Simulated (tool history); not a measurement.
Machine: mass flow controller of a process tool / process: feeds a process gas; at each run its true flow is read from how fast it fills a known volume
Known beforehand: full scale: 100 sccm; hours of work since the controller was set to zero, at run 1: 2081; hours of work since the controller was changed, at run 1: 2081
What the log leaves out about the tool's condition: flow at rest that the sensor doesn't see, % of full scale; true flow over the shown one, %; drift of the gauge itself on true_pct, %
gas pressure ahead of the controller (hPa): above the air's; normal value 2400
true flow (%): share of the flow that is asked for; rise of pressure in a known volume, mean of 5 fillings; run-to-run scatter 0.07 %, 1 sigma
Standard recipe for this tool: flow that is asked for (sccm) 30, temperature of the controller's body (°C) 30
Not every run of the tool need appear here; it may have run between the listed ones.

run      day  flow that is asked for (sccm)  gas pressure ahead of the controller (hPa)  temperature of the controller's body (°C)  hours of work since the controller was set to zero  hours of work since the controller was changed  true flow (%)
  1    0.000                             30                                        2400                                         30                                                2081                                            2081          96.05
  2    6.650                             30                                        2400                                         30                                                2161                                            2161          95.93
  3   10.671                             30                                        2400                                         21                                                2210                                            2210          97.05
  4   17.546                             30                                        2400                                         30                                                2293                                            2293          95.96
  5   21.817                             30                                        2400                                         30                                                2345                                            2345          95.89
      22.417  -- controller's zero set anew
  6   28.292                             30                                        2400                                         30                                                  71                                            2423          95.56
  7   35.325                             30                                        2400                                         30                                                 156                                            2507          95.50
  8   42.233                             30                                        2400                                         30                                                 239                                            2591          95.30
  9   50.496                             30                                        2400                                         30                                                 339                                            2691          95.27
 10   57.321                             30                                        1990                                         28                                                 421                                            2773          95.31
 11   62.538                             30                                        1590                                         28                                                 484                                            2836          94.98
 12   70.604                             11                                        2050                                         33                                                 582                                            2933          90.08
      71.146  -- controller's zero set anew, once more
 13   78.896                             86                                        2400                                         30                                                  94                                            3033          98.82
 14   86.546                             11                                        2400                                         36                                                 186                                            3126          95.35
 15   92.904                             53                                        1680                                         29                                                 263                                            3202          97.44
 16   97.800                             56                                        1920                                         22                                                 322                                            3262          98.53
 17  105.862                             78                                        2270                                         30                                                 419                                            3359          98.18

Branching from run 17: 3 alternative next runs. What would each branch give?
  A  114.196                             78                                        2270                                         33                                                 520                                            3460              ?
  B  114.196                             11                                        2400                                         30                                                 520                                            3460              ?
  C  114.196                             14                                        1650                                         25                                                 520                                            3460              ?

run  true flow (%)
  A          97.86
  B          95.44
  C          96.15
Without the tool's hidden state the same runs would have given:
run  true flow (%)
  A          98.61
  B          97.39
  C          97.80

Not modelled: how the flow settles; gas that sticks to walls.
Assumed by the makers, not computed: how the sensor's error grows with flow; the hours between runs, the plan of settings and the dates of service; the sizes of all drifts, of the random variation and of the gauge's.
